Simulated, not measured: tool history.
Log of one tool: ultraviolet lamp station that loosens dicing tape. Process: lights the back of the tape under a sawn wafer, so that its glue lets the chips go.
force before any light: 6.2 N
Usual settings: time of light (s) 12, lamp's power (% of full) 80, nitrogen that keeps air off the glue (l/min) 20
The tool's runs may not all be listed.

| run | hour | time of light (s) | lamp's power (% of full) | nitrogen that keeps air off the glue (l/min) | force that peels the tape off (N) | light that reached the tape (J/m2) |
|---|---|---|---|---|---|---|
| 1 | 0.0 | 12 | 80 | 20 | 0.656 | 2420 |
| 2 | 17.1 | 12 | 80 | 20 | 0.650 | 2360 |
| 3 | 35.5 | 12 | 80 | 20 | 0.648 | 2350 |
| 4 | 53.2 | 12 | 80 | 20 | 0.708 | 2350 |
| 5 | 73.8 | 12 | 80 | 20 | 0.726 | 2300 |
|  | 75.7 | window cleaned of glue's vapour |
| 6 | 90.7 | 12 | 80 | 20 | 0.913 | 2050 |
| 7 | 113.5 | 12 | 80 | 20 | 0.880 | 2010 |
| 8 | 123.8 | 9 | 80 | 20 | 1.445 | 1500 |
|  | 130.1 | window cleaned of glue's vapour, once more |
| 9 | 143.6 | 9 | 80 | 20 | 0.890 | 2040 |
| 10 | 156.3 | 12 | 69 | 20 | 0.713 | 2270 |
| 11 | 178.0 | 12 | 69 | 20 | 0.734 | 2280 |
| 12 | 199.1 | 12 | 80 | 20 | 0.559 | 2590 |
| 13 | 219.5 | 12 | 80 | 20 | 0.592 | 2580 |
| 14 | 232.5 | 11 | 80 | 12 | 0.949 | 2360 |

The next listed run, before its measurement:
| 15 | 252.6 | 11 | 80 | 12 | ? | ? |

{"run 15": {"force that peels the tape off (N)": 0.939, "light that reached the tape (J/m2)": 2280}}
Without the tool's hidden state the same run would have given force that peels the tape off (N) 0.652, light that reached the tape (J/m2) 2790.

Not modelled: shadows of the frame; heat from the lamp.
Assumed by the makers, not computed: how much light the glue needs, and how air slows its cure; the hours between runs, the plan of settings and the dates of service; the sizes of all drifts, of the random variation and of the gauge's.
